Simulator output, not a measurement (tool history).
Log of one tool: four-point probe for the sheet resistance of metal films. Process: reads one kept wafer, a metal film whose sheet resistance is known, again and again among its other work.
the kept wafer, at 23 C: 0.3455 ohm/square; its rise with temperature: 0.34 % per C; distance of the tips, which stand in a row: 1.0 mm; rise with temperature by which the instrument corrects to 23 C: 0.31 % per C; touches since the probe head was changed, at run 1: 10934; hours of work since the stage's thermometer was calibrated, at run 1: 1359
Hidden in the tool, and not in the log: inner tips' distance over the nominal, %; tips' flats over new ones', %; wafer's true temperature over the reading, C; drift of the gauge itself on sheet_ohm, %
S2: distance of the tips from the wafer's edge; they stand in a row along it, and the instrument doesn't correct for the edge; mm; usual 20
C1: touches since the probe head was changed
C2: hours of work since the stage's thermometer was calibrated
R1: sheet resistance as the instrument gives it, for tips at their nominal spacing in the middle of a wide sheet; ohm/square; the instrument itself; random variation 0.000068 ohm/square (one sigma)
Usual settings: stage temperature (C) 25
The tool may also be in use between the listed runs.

Run 1, hour 0.0: usual settings; C1 10934; C2 1359. Result: R1 0.346012 ohm/square.
Run 2, hour 14.9: usual settings; C1 11198; C2 1366. Result: R1 0.346093 ohm/square.
Run 3, hour 28.8: usual settings but stage temperature (C) 24; C1 11445; C2 1372. Result: R1 0.346058 ohm/square.
Run 4, hour 42.8: usual settings but stage temperature (C) 19; C1 11694; C2 1378. Result: R1 0.345663 ohm/square.
Run 5, hour 54.6: usual settings but stage temperature (C) 19; C1 11903; C2 1383. Result: R1 0.345613 ohm/square.
Run 6, hour 63.0: usual settings but stage temperature (C) 19; C1 12053; C2 1387. Result: R1 0.345562 ohm/square.
Run 7, hour 78.3: usual settings but S2 4 mm; C1 12325; C2 1393. Result: R1 0.357076 ohm/square.
Run 8, hour 89.2: usual settings but S2 4 mm; C1 12517; C2 1398. Result: R1 0.356820 ohm/square.
Run 9, hour 99.0: usual settings but S2 4 mm; C1 12691; C2 1402. Result: R1 0.356706 ohm/square.
Run 10, hour 113.9: usual settings but S2 4 mm; C1 12955; C2 1409. Result: R1 0.356877 ohm/square.
Run 11, hour 130.1: usual settings but S2 4 mm; C1 13243; C2 1416. Result: R1 0.356964 ohm/square.
Run 12, hour 139.1: usual settings; C1 13403; C2 1419. Result: R1 0.346157 ohm/square.
Run 13, hour 150.1: usual settings; C1 13598; C2 1424. Result: R1 0.346172 ohm/square.
Run 14, hour 161.7: usual settings; C1 13804; C2 1429. Result: R1 0.346151 ohm/square.
Run 15, hour 172.5: usual settings; C1 13996; C2 1434. Result: R1 0.346083 ohm/square.
Run 16, hour 183.8: usual settings; C1 14196; C2 1439. Result: R1 0.346071 ohm/square.
Run 17, hour 196.7: usual settings; C1 14426; C2 1444. Result: R1 0.346050 ohm/square.
Run 18, hour 204.2: usual settings but S2 3 mm; C1 14558; C2 1447. Result: R1 0.365075 ohm/square.
Run 19, hour 211.6: usual settings but S2 37 mm; C1 14690; C2 1451. Result: R1 0.345786 ohm/square.
Run 20, hour 221.7: usual settings but S2 37 mm; C1 14869; C2 1455. Result: R1 0.345755 ohm/square.
Run 21, hour 235.7: usual settings but stage temperature (C) 33, S2 37 mm; C1 15118; C2 1461. Result: R1 0.346474 ohm/square.
Run 22, hour 246.2: usual settings; C1 15304; C2 1466. Result: R1 0.345988 ohm/square.
Run 23, hour 263.5: usual settings but stage temperature (C) 28, S2 6 mm; C1 15612; C2 1473. Result: R1 0.351086 ohm/square.
Run 24, hour 276.2: usual settings but stage temperature (C) 23; C1 15837; C2 1478. Result: R1 0.345832 ohm/square.
Run 25, hour 284.3: usual settings but stage temperature (C) 20, S2 40 mm; C1 15980; C2 1482. Result: R1 0.345254 ohm/square.
Run 26, hour 300.4: usual settings but stage temperature (C) 23, S2 7 mm; C1 16267; C2 1489. Result: R1 0.349115 ohm/square.
Run 27, hour 313.5: usual settings but stage temperature (C) 33, S2 71 mm; C1 16499; C2 1494. Result: R1 0.346480 ohm/square.
Run 28, hour 324.4: usual settings but stage temperature (C) 30, S2 9 mm; C1 16692; C2 1499. Result: R1 0.348474 ohm/square.
Run 29, hour 331.9: usual settings but stage temperature (C) 32, S2 5 mm; C1 16826; C2 1502. Result: R1 0.353614 ohm/square.
Run 30, hour 344.8: usual settings but stage temperature (C) 32, S2 5 mm; C1 17054; C2 1508. Result: R1 0.353618 ohm/square.
Run 31, hour 356.2: usual settings but stage temperature (C) 29, S2 9 mm; C1 17257; C2 1513. Result: R1 0.348248 ohm/square.
Run 32, hour 366.3: usual settings but stage temperature (C) 27, S2 5 mm; C1 17435; C2 1517. Result: R1 0.352987 ohm/square.
Run 33, hour 374.6: usual settings; C1 17583; C2 1521. Result: R1 0.346147 ohm/square.
Run 34, hour 387.0: usual settings; C1 17803; C2 1526. Result: R1 0.346160 ohm/square.
Run 35, hour 400.5: usual settings; C1 18044; C2 1532. Result: R1 0.346062 ohm/square.
Run 36, hour 415.7: usual settings but stage temperature (C) 26; C1 18312; C2 1538. Result: R1 0.346160 ohm/square.
Run 37, hour 424.7: usual settings but stage temperature (C) 19, S2 10 mm; C1 18472; C2 1542. Result: R1 0.346869 ohm/square.
Run 38, hour 441.9: usual settings but stage temperature (C) 27, S2 24 mm; C1 18778; C2 1550. Result: R1 0.346077 ohm/square.
Run 39, hour 457.2: usual settings but stage temperature (C) 27, S2 24 mm; C1 19049; C2 1556. Result: R1 0.346023 ohm/square.
Run 40, hour 474.1: usual settings but stage temperature (C) 28, S2 10 mm; C1 19349; C2 1564. Result: R1 0.347722 ohm/square.
Run 41, hour 489.4: usual settings but stage temperature (C) 21, S2 60 mm; C1 19622; C2 1570. Result: R1 0.345333 ohm/square.
Run 42, hour 497.7: usual settings but stage temperature (C) 20, S2 34 mm; C1 19768; C2 1574. Result: R1 0.345350 ohm/square.
Run 43, hour 514.0: usual settings but stage temperature (C) 29; C1 20057; C2 1581. Result: R1 0.346489 ohm/square.
Run 44, hour 527.4: usual settings but stage temperature (C) 32, S2 16 mm; C1 20295; C2 1587. Result: R1 0.347036 ohm/square.

5 ways to go on from here, each from the tool as it stands after run 44. What would each give?
Run A, hour 535.6: usual settings but stage temperature (C) 32, S2 5 mm; C1 20441; C2 1590. Result: R1 ?.
Run B, hour 535.6: usual settings but stage temperature (C) 32, S2 25 mm; C1 20441; C2 1590. Result: R1 ?.
Run C, hour 535.6: usual settings but stage temperature (C) 28, S2 47 mm; C1 20441; C2 1590. Result: R1 ?.
Run D, hour 535.6: usual settings but stage temperature (C) 22, S2 37 mm; C1 20441; C2 1590. Result: R1 ?.
Run E, hour 535.6: usual settings but stage temperature (C) 24, S2 4 mm; C1 20441; C2 1590. Result: R1 ?.

run        R1
  A  0.353609
  B  0.346612
  C  0.346113
  D  0.345473
  E  0.356716
Without the tool's hidden state the same runs would have given:
run        R1
  A  0.353658
  B  0.346661
  C  0.346161
  D  0.345522
  E  0.356767
